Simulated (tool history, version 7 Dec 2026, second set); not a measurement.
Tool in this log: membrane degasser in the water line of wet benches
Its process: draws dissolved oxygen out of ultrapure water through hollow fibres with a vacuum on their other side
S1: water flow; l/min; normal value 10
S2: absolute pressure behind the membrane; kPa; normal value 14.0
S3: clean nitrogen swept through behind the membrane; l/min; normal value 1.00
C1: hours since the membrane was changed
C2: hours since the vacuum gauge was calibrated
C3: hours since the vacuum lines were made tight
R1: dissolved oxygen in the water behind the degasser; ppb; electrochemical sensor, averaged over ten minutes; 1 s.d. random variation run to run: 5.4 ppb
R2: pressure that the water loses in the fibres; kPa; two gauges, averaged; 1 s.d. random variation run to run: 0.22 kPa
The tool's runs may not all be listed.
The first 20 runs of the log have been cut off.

run	day	S1	S2	S3	C1	C2	C3	R1	R2
# day 72.629: seals of the vacuum lines changed
21	74.208	9	10.6	1.00	3617	1316	38	410.1	49.07
22	77.992	12	13.2	0.85	3708	1407	129	736.2	65.09
23	81.750	6	21.7	1.04	3798	1497	219	363.5	32.66
24	86.917	6	21.7	1.04	3922	1621	343	358.1	32.68
25	90.788	15	16.7	0.54	4015	1714	436	1290.3	81.57
26	95.188	12	9.0	1.00	4121	1819	541	592.3	65.47
27	97.554	12	9.0	1.00	4177	1876	598	589.8	65.42
28	101.217	10	12.5	1.00	4265	1964	686	531.5	54.25
29	103.921	10	11.8	1.76	4330	2029	751	442.5	54.61
30	107.242	11	28.0	1.23	4410	2109	831	862.6	60.42
31	112.325	10	17.5	0.56	4532	2231	953	828.0	54.71
32	117.475	10	17.5	0.56	4655	2354	1076	834.6	54.55

3 ways to go on from here, each from the tool as it stands after run 32. What would each give?
A	122.692	14	17.5	0.46	4781	2479	1201	?	?
B	122.692	9	18.5	0.83	4781	2479	1201	?	?
C	122.692	11	15.9	1.00	4781	2479	1201	?	?

run	R1	R2
A	1324.4	76.72
B	638.5	49.17
C	677.4	59.97
Without the tool's unlogged condition, the same runs would have read:
run	R1	R2
A	1287.0	74.79
B	613.1	47.94
C	646.9	58.47

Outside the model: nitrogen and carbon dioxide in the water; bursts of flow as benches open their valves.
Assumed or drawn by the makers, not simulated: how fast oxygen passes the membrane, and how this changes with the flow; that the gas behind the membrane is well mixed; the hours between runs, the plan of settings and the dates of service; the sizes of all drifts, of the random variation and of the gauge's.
